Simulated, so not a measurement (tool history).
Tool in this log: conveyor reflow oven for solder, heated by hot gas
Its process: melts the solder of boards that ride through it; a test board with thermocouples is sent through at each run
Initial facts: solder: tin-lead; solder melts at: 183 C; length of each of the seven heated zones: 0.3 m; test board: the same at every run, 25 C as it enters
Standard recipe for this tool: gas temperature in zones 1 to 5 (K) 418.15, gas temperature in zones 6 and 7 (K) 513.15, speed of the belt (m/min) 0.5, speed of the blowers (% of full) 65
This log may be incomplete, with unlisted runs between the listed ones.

run     day  gas temperature in zones 1 to 5 (K)  gas temperature in zones 6 and 7 (K)  speed of the belt (m/min)  speed of the blowers (% of full)  highest temperature of the board (K)  time above the solder's melting point (s)
  1       0                               418.15                                513.15                        0.5                                65                                493.15                                       58.3
  2    0.55                               418.15                                513.15                        0.5                                65                                493.25                                       58.3
  3   0.883                               418.15                                513.15                        0.5                                65                                492.75                                       58.4
  4   1.325                               418.15                                513.15                        0.5                                65                                493.15                                       58.2
  5   1.583                               418.15                                513.15                        0.5                                65                                493.15                                       58.1
  6   1.996                               418.15                                513.15                        0.5                                65                                493.15                                         58
  7   2.454                               418.15                                513.15                        0.5                                65                                493.15                                       58.1
  8   2.725                               418.15                                513.15                        0.5                                65                                492.65                                       57.8
  9   3.158                               418.15                                513.15                        0.5                                65                                492.65                                       58.2
 10   3.712                               418.15                                513.15                        0.5                                65                                492.75                                       57.6
 11   4.133                               418.15                                513.15                        0.5                                65                                492.75                                       57.7
 12   4.654                               418.15                                513.15                        0.5                                65                                492.75                                       57.5
 13   5.058                               418.15                                513.15                        0.5                                65                                493.05                                       57.9
 14   5.438                               418.15                                513.15                        0.5                                65                                492.45                                       57.7
 15   5.912                               418.15                                513.15                        0.5                                65                                492.85                                       57.5
 16   6.296                               418.15                                513.15                        0.5                                65                                492.75                                       57.4
 17   6.542                               418.15                                521.15                      0.582                                65                                493.25                                       49.1
 18   6.846                               413.15                                504.15                       0.49                                54                                480.55                                       45.8
 19     7.4                               413.15                                504.15                       0.49                                54                                480.65                                       45.8
 20     7.7                               433.15                                504.15                      0.595                                54                                478.75                                       41.2
 21   8.179                               433.15                                504.15                      0.595                                54                                478.65                                       41.2
 22   8.504                               418.15                                510.15                        0.5                                65                                489.65                                       55.5
 23   8.817                               429.15                                527.15                       0.49                                65                                507.05                                       71.7
 24   9.329                               407.15                                520.15                      0.496                                50                                489.25                                       50.8
 25   9.579                               425.15                                520.15                      0.507                                62                                498.75                                       62.9
 26   9.971                               425.15                                520.15                      0.507                                62                                497.45                                       62.9
 27  10.408                               429.15                                511.15                      0.568                                81                                493.05                                       54.9
 28  10.771                               420.15                                511.15                      0.428                                81                                499.65                                       74.4
 29  11.058                               418.15                                512.15                        0.5                                59                                489.35                                       54.5
 30  11.408                               418.15                                512.15                        0.5                                59                                489.65                                       54.8
 31  11.708                               418.15                                524.15                      0.442                                65                                505.75                                       74.2

Branching from run 31: 3 alternative next runs. What would each branch give?
  A  12.096                               409.15                                524.15                      0.462                                65                                     ?                                          ?
  B  12.096                               418.15                                505.15                      0.442                                71                                     ?                                          ?
  C  12.096                               418.15                                513.15                      0.512                                52                                     ?                                          ?

run  highest temperature of the board (K)  time above the solder's melting point (s)
  A                                502.65                                       66.4
  B                                490.45                                       64.8
  C                                485.75                                         50
Take away the tool's hidden state, keep each run's random variation, and the runs would have read:
run  highest temperature of the board (K)  time above the solder's melting point (s)
  A                                504.55                                       67.2
  B                                492.15                                       65.9
  C                                487.45                                       51.3
